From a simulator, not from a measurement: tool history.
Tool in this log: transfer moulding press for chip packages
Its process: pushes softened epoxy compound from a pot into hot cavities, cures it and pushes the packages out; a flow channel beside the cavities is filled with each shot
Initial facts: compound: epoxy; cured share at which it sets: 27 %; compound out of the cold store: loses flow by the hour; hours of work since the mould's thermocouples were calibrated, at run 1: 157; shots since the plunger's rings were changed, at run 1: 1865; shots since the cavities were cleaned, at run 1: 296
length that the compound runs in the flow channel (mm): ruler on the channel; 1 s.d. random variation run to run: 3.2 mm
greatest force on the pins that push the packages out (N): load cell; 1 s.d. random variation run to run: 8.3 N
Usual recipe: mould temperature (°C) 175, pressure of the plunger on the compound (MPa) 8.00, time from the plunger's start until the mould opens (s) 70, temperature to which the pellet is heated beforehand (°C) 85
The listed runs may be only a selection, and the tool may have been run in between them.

run     day  mould temperature (°C)  pressure of the plunger on the compound (MPa)  time from the plunger's start until the mould opens (s)  temperature to which the pellet is heated beforehand (°C)  hours of work since the mould's thermocouples were calibrated  shots since the plunger's rings were changed  shots since the cavities were cleaned  incoming compound's hours out of the cold store  length that the compound runs in the flow channel (mm)  greatest force on the pins that push the packages out (N)
  1   0.000                     175                                           8.00                                                       70                                                         85                                                            157                                          1865                                    296                                             47.3                                                     525                                                        363
      1.850  -- cavities cleaned with cleaning compound and waxed
  2   1.850                     175                                           8.00                                                       70                                                         85                                                            178                                          2373                                      0                                             10.1                                                     702                                                        403
  3   4.071                     175                                           8.00                                                       70                                                         85                                                            204                                          3006                                    633                                             10.5                                                     701                                                        414
      4.925  -- cavities cleaned with cleaning compound and waxed
  4   7.154                     175                                           8.00                                                       70                                                         85                                                            239                                          3866                                    635                                             22.2                                                     633                                                        410
      7.892  -- cavities cleaned with cleaning compound and waxed
  5   9.179                     175                                           8.00                                                       70                                                         85                                                            262                                          4424                                    367                                             40.6                                                     557                                                        395
     10.758  -- cavities cleaned with cleaning compound and waxed
  6  11.912                     175                                           8.00                                                       70                                                         85                                                            293                                          5184                                    329                                              9.2                                                     709                                                        415
     13.654  -- cavities cleaned with cleaning compound and waxed
  7  13.933                     175                                           8.00                                                       70                                                         85                                                            316                                          5742                                     80                                              8.4                                                     705                                                        410
     16.108  -- plunger's sealing rings changed
  8  16.108                     175                                           8.00                                                       70                                                         85                                                            340                                             0                                    668                                             20.2                                                     651                                                        407
     16.625  -- cavities cleaned with cleaning compound and waxed
     16.967  -- mould's thermocouples calibrated
  9  18.575                     175                                           8.00                                                      108                                                         85                                                             19                                           661                                    531                                             10.8                                                     696                                                        287
     19.621  -- cavities cleaned with cleaning compound and waxed
 10  21.600                     175                                           8.00                                                      108                                                         85                                                             53                                          1505                                    564                                             32.7                                                     584                                                        299
     22.729  -- cavities cleaned with cleaning compound and waxed
 11  23.746                     175                                           8.00                                                       60                                                         85                                                             78                                          2097                                    289                                             15.5                                                     677                                                        612
     25.554  -- cavities cleaned with cleaning compound and waxed
 12  26.158                     175                                           8.00                                                       60                                                         85                                                            105                                          2766                                    172                                             15.0                                                     673                                                        618
     28.575  -- cavities cleaned with cleaning compound and waxed
 13  29.471                     175                                           8.00                                                       70                                                         85                                                            143                                          3691                                    255                                             10.5                                                     694                                                        415
     31.504  -- cavities cleaned with cleaning compound and waxed
 14  32.121                     175                                           8.00                                                      108                                                         85                                                            173                                          4427                                    175                                             40.8                                                     554                                                        287
 15  33.942                     175                                           9.97                                                       85                                                         85                                                            195                                          4946                                    694                                             26.2                                                     683                                                        316
     34.417  -- cavities cleaned with cleaning compound and waxed
 16  36.679                     175                                           9.97                                                       85                                                         85                                                            226                                          5708                                    645                                             32.4                                                     654                                                        307
     37.308  -- cavities cleaned with cleaning compound and waxed
     38.879  -- plunger's sealing rings changed
 17  38.933                     170                                           6.30                                                       66                                                         84                                                            250                                            15                                    432                                             27.7                                                     552                                                        648
     40.346  -- cavities cleaned with cleaning compound and waxed
 18  40.908                     175                                           8.00                                                       95                                                         85                                                            273                                           559                                    160                                              8.4                                                     707                                                        294
 19  42.696                     175                                           6.25                                                       68                                                         85                                                            293                                          1068                                    669                                             15.4                                                     591                                                        437
     43.250  -- cavities cleaned with cleaning compound and waxed
     46.100  -- cavities cleaned with cleaning compound and waxed
 20  46.104                     175                                           6.25                                                       68                                                         85                                                            332                                          2003                                      2                                             29.2                                                     535                                                        410
     47.492  -- mould's thermocouples calibrated
     49.004  -- cavities cleaned with cleaning compound and waxed
 21  49.492                     175                                           6.25                                                       68                                                         85                                                             23                                          2926                                    139                                             31.5                                                     522                                                        407
 22  51.371                     175                                           8.00                                                       70                                                         78                                                             45                                          3460                                    673                                             34.4                                                     578                                                        397
     51.875  -- cavities cleaned with cleaning compound and waxed
 23  53.371                     175                                           8.00                                                       70                                                         79                                                             67                                          4011                                    425                                             25.7                                                     622                                                        396
     54.742  -- cavities cleaned with cleaning compound and waxed
 24  56.442                     175                                           8.00                                                       70                                                         79                                                            102                                          4868                                    484                                             46.7                                                     526                                                        369
     57.562  -- cavities cleaned with cleaning compound and waxed
 25  59.250                     176                                           7.50                                                       94                                                         82                                                            134                                          5649                                    479                                             26.4                                                     586                                                        282
     60.475  -- cavities cleaned with cleaning compound and waxed
     61.642  -- plunger's sealing rings changed
 26  61.746                     171                                           7.60                                                       70                                                         85                                                            162                                            29                                    332                                             45.1                                                     531                                                        460

Below are 4 alternative next runs, each starting from the tool's condition after run 26. Predict each:
  A  63.208                     171                                           9.41                                                      103                                                         94                                                            179                                           445                                    748                                             29.8                                                       ?                                                          ?
  B  63.208                     182                                           6.83                                                       70                                                         85                                                            179                                           445                                    748                                             39.9                                                       ?                                                          ?
  C  63.208                     169                                           7.60                                                       53                                                         84                                                            179                                           445                                    748                                             19.4                                                       ?                                                          ?
  D  63.208                     175                                           8.00                                                       70                                                         80                                                            179                                           445                                    748                                             44.5                                                       ?                                                          ?

run  length that the compound runs in the flow channel (mm)  greatest force on the pins that push the packages out (N)
  A                                                     662                                                        307
  B                                                     501                                                        309
  C                                                     643                                                       1176
  D                                                     543                                                        392
Had the tool no hidden state, the same runs would have come out as:
run  length that the compound runs in the flow channel (mm)  greatest force on the pins that push the packages out (N)
  A                                                     662                                                        302
  B                                                     501                                                        304
  C                                                     643                                                       1155
  D                                                     543                                                        384

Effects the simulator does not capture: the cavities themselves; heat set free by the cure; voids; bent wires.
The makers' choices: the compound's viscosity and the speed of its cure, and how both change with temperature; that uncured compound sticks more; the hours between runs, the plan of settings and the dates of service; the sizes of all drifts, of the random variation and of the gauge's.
